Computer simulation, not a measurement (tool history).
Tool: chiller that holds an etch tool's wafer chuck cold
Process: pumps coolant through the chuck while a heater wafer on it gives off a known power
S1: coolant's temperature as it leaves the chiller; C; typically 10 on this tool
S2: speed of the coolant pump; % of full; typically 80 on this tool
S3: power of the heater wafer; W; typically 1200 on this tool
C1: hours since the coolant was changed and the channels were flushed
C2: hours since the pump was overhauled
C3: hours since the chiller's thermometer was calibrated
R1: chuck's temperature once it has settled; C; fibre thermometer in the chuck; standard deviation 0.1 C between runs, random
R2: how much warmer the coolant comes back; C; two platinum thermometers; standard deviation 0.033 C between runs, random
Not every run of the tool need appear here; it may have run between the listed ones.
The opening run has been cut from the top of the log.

Run 2, day 1.362: usual settings; C1 695; C2 1139; C3 1139. Result: R1 18.1 C, R2 4.19 C.
Run 3, day 2.817: usual settings; C1 730; C2 1174; C3 1174. Result: R1 18.1 C, R2 4.26 C.
Run 4, day 5.212: usual settings but S2 65 % of full; C1 787; C2 1232; C3 1232. Result: R1 19.3 C, R2 5.30 C.
Run 5, day 6.375: usual settings but S2 65 % of full; C1 815; C2 1260; C3 1260. Result: R1 19.5 C, R2 5.23 C.
Run 6, day 7.579: usual settings but S2 65 % of full; C1 844; C2 1289; C3 1289. Result: R1 19.7 C, R2 5.17 C.
Run 7, day 10.171: usual settings but S2 65 % of full; C1 906; C2 1351; C3 1351. Result: R1 19.5 C, R2 5.22 C.
Run 8, day 12.721: usual settings but S2 65 % of full; C1 967; C2 1412; C3 1412. Result: R1 19.5 C, R2 5.22 C.
Run 9, day 14.146: usual settings but S3 1516 W; C1 1001; C2 1446; C3 1446. Result: R1 20.4 C, R2 5.19 C.
Run 10, day 16.562: usual settings but S3 875 W; C1 1059; C2 1504; C3 1504. Result: R1 15.8 C, R2 2.94 C.
Run 11, day 18.521: usual settings but S3 875 W; C1 1106; C2 1551; C3 1551. Result: R1 16.0 C, R2 2.98 C.
Run 12, day 20.088: usual settings; C1 1144; C2 1589; C3 1589. Result: R1 18.2 C, R2 4.09 C.
Run 13, day 22.125: usual settings; C1 1193; C2 1638; C3 1638. Result: R1 18.2 C, R2 4.04 C.
Run 14, day 23.812: usual settings; C1 1233; C2 1678; C3 1678. Result: R1 17.9 C, R2 4.07 C.
Run 15, day 26.258: usual settings; C1 1292; C2 1737; C3 1737. Result: R1 18.4 C, R2 4.06 C.
Run 16, day 27.650: usual settings; C1 1326; C2 1770; C3 1770. Result: R1 18.0 C, R2 4.03 C.

What does the tool deliver on the next run?
Run 17, day 29.150: usual settings; C1 1362; C2 1806; C3 1806. Result: R1 ?, R2 ?.

{"run 17": {"R1": 18.0, "R2": 4.0}}
With the hidden condition absent and the run-to-run variation left alone, this run would have shown R1 18.0 C, R2 4.23 C.

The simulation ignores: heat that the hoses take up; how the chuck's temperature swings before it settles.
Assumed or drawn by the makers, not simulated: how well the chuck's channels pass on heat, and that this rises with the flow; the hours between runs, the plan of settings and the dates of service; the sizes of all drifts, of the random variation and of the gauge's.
